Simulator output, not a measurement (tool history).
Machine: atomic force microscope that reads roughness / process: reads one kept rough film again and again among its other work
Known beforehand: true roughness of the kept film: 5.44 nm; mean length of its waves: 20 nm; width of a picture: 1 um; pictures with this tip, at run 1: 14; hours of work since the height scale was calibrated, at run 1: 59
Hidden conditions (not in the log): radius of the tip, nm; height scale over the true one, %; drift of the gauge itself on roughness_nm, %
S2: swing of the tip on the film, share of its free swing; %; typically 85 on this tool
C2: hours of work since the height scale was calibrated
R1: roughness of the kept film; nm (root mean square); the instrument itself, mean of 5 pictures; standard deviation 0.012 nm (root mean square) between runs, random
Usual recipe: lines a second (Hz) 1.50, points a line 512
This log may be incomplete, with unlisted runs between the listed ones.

Run 1, hour 0.0: usual settings; pictures with this tip 14; C2 59. Result: R1 2.739 nm (root mean square).
Run 2, hour 7.0: usual settings; pictures with this tip 21; C2 62. Result: R1 2.710 nm (root mean square).
Run 3, hour 16.7: usual settings; pictures with this tip 31; C2 66. Result: R1 2.681 nm (root mean square).
Run 4, hour 27.2: usual settings but S2 71 %; pictures with this tip 42; C2 71. Result: R1 2.885 nm (root mean square).
Run 5, hour 37.0: usual settings but S2 71 %; pictures with this tip 53; C2 75. Result: R1 2.854 nm (root mean square).
Run 6, hour 49.7: usual settings but S2 71 %; pictures with this tip 66; C2 80. Result: R1 2.802 nm (root mean square).
Run 7, hour 62.7: usual settings; pictures with this tip 80; C2 86. Result: R1 2.518 nm (root mean square).
Run 8, hour 74.9: usual settings; pictures with this tip 93; C2 91. Result: R1 2.451 nm (root mean square).
Run 9, hour 85.6: usual settings; pictures with this tip 104; C2 96. Result: R1 2.398 nm (root mean square).
Run 10, hour 93.3: usual settings; pictures with this tip 112; C2 99. Result: R1 2.384 nm (root mean square).
Run 11, hour 104.5: usual settings; pictures with this tip 124; C2 104. Result: R1 2.350 nm (root mean square).
Run 12, hour 118.8: usual settings but points a line 523; pictures with this tip 139; C2 110. Result: R1 2.300 nm (root mean square).
Run 13, hour 131.8: usual settings but points a line 523; pictures with this tip 153; C2 115. Result: R1 2.272 nm (root mean square).
Run 14, hour 139.5: usual settings but points a line 523; pictures with this tip 161; C2 119. Result: R1 2.260 nm (root mean square).
Run 15, hour 152.3: usual settings but points a line 523; pictures with this tip 174; C2 124. Result: R1 2.194 nm (root mean square).
Run 16, hour 159.8: usual settings but points a line 523; pictures with this tip 182; C2 127. Result: R1 2.176 nm (root mean square).
Run 17, hour 172.5: usual settings but points a line 361; pictures with this tip 196; C2 133. Result: R1 2.116 nm (root mean square).
Run 18, hour 182.8: usual settings but points a line 361; pictures with this tip 207; C2 137. Result: R1 2.096 nm (root mean square).
Run 19, hour 195.0: usual settings but points a line 361; pictures with this tip 219; C2 142. Result: R1 2.066 nm (root mean square).
Run 20, hour 202.5: usual settings but points a line 361; pictures with this tip 227; C2 146. Result: R1 2.041 nm (root mean square).
Run 21, hour 210.2: usual settings but lines a second (Hz) 1.02; pictures with this tip 235; C2 149. Result: R1 2.151 nm (root mean square).
Run 22, hour 217.0: usual settings but lines a second (Hz) 1.02; pictures with this tip 243; C2 152. Result: R1 2.159 nm (root mean square).
At hour 231.8: new tip fitted.
Run 23, hour 231.8: usual settings but lines a second (Hz) 1.02; pictures with this tip 0; C2 158. Result: R1 2.910 nm (root mean square).
Run 24, hour 243.0: usual settings but lines a second (Hz) 1.02; pictures with this tip 12; C2 163. Result: R1 2.870 nm (root mean square).
Run 25, hour 255.9: usual settings; pictures with this tip 25; C2 168. Result: R1 2.646 nm (root mean square).
Run 26, hour 269.4: usual settings; pictures with this tip 39; C2 174. Result: R1 2.602 nm (root mean square).
Run 27, hour 280.0: usual settings but lines a second (Hz) 3.06, S2 62 %, points a line 270; pictures with this tip 51; C2 178. Result: R1 2.714 nm (root mean square).
Run 28, hour 288.9: usual settings but lines a second (Hz) 1.27, S2 81 %, points a line 420; pictures with this tip 60; C2 182. Result: R1 2.659 nm (root mean square).
Run 29, hour 297.0: usual settings but lines a second (Hz) 1.27, S2 81 %, points a line 420; pictures with this tip 69; C2 186. Result: R1 2.620 nm (root mean square).
Run 30, hour 306.9: usual settings but lines a second (Hz) 2.50, S2 72 %, points a line 689; pictures with this tip 79; C2 190. Result: R1 2.548 nm (root mean square).
Run 31, hour 314.3: usual settings but lines a second (Hz) 3.46, S2 67 %, points a line 639; pictures with this tip 87; C2 193. Result: R1 2.507 nm (root mean square).
Run 32, hour 320.5: usual settings but lines a second (Hz) 3.46, S2 67 %, points a line 639; pictures with this tip 93; C2 196. Result: R1 2.487 nm (root mean square).
Run 33, hour 332.4: usual settings but lines a second (Hz) 3.46, S2 64 %, points a line 838; pictures with this tip 106; C2 201. Result: R1 2.510 nm (root mean square).
Run 34, hour 340.1: usual settings but points a line 532; pictures with this tip 114; C2 204. Result: R1 2.346 nm (root mean square).
Run 35, hour 351.8: usual settings but lines a second (Hz) 0.91, S2 62 %, points a line 602; pictures with this tip 126; C2 209. Result: R1 2.683 nm (root mean square).
At hour 353.6: height scale calibrated on a step standard.
Run 36, hour 366.4: usual settings but lines a second (Hz) 0.91, S2 62 %, points a line 602; pictures with this tip 141; C2 5. Result: R1 2.655 nm (root mean square).
Run 37, hour 375.1: usual settings but lines a second (Hz) 0.91, S2 62 %, points a line 602; pictures with this tip 150; C2 9. Result: R1 2.640 nm (root mean square).
At hour 388.9: height scale calibrated on a step standard, once more.
Run 38, hour 388.9: usual settings but lines a second (Hz) 0.56, points a line 609; pictures with this tip 163; C2 0. Result: R1 2.470 nm (root mean square).
Run 39, hour 400.8: usual settings but lines a second (Hz) 2.13, S2 78 %, points a line 329; pictures with this tip 176; C2 5. Result: R1 2.142 nm (root mean square).
Run 40, hour 407.2: usual settings but lines a second (Hz) 2.45, points a line 550; pictures with this tip 183; C2 8. Result: R1 1.954 nm (root mean square).
Run 41, hour 418.3: usual settings but lines a second (Hz) 1.45, points a line 661; pictures with this tip 195; C2 13. Result: R1 2.134 nm (root mean square).
Run 42, hour 425.6: usual settings but lines a second (Hz) 1.45, points a line 262; pictures with this tip 202; C2 16. Result: R1 2.077 nm (root mean square).
Run 43, hour 435.0: usual settings but lines a second (Hz) 1.45, points a line 262; pictures with this tip 212; C2 20. Result: R1 2.044 nm (root mean square).
Run 44, hour 442.5: usual settings but lines a second (Hz) 2.85, S2 76 %, points a line 391; pictures with this tip 220; C2 23. Result: R1 1.963 nm (root mean square).
Run 45, hour 452.6: usual settings but lines a second (Hz) 0.67, S2 67 %, points a line 391; pictures with this tip 231; C2 27. Result: R1 2.338 nm (root mean square).
Run 46, hour 458.7: usual settings but lines a second (Hz) 0.83, S2 81 %, points a line 1012; pictures with this tip 237; C2 30. Result: R1 2.233 nm (root mean square).
Run 47, hour 470.2: usual settings but lines a second (Hz) 0.83, S2 68 %, points a line 391; pictures with this tip 249; C2 35. Result: R1 2.285 nm (root mean square).
At hour 479.3: new tip fitted.
Run 48, hour 482.1: usual settings but S2 70 %; pictures with this tip 3; C2 40. Result: R1 3.202 nm (root mean square).
Run 49, hour 495.5: usual settings but lines a second (Hz) 0.89, S2 62 %, points a line 493; pictures with this tip 17; C2 45. Result: R1 3.278 nm (root mean square).
Run 50, hour 509.7: usual settings but lines a second (Hz) 0.89, S2 62 %, points a line 493; pictures with this tip 32; C2 51. Result: R1 3.216 nm (root mean square).
Run 51, hour 522.4: usual settings but lines a second (Hz) 0.99, S2 64 %, points a line 493; pictures with this tip 46; C2 57. Result: R1 3.100 nm (root mean square).
Run 52, hour 536.6: usual settings but lines a second (Hz) 3.31, S2 79 %, points a line 390; pictures with this tip 61; C2 63. Result: R1 2.344 nm (root mean square).

Branching from run 52: 4 alternative next runs. What would each branch give?
Run A, hour 547.7: usual settings but S2 60 %, points a line 333; pictures with this tip 72; C2 68. Result: R1 ?.
Run B, hour 547.7: usual settings but lines a second (Hz) 3.94, points a line 607; pictures with this tip 72; C2 68. Result: R1 ?.
Run C, hour 547.7: usual settings but lines a second (Hz) 1.08, points a line 328; pictures with this tip 72; C2 68. Result: R1 ?.
Run D, hour 547.7: usual settings but lines a second (Hz) 3.31, S2 56 %, points a line 294; pictures with this tip 72; C2 68. Result: R1 ?.

run     R1
  A  2.945
  B  2.027
  C  2.684
  D  2.819
What these runs would have given with no unlogged condition in the tool:
run     R1
  A  3.303
  B  2.274
  C  3.011
  D  3.162
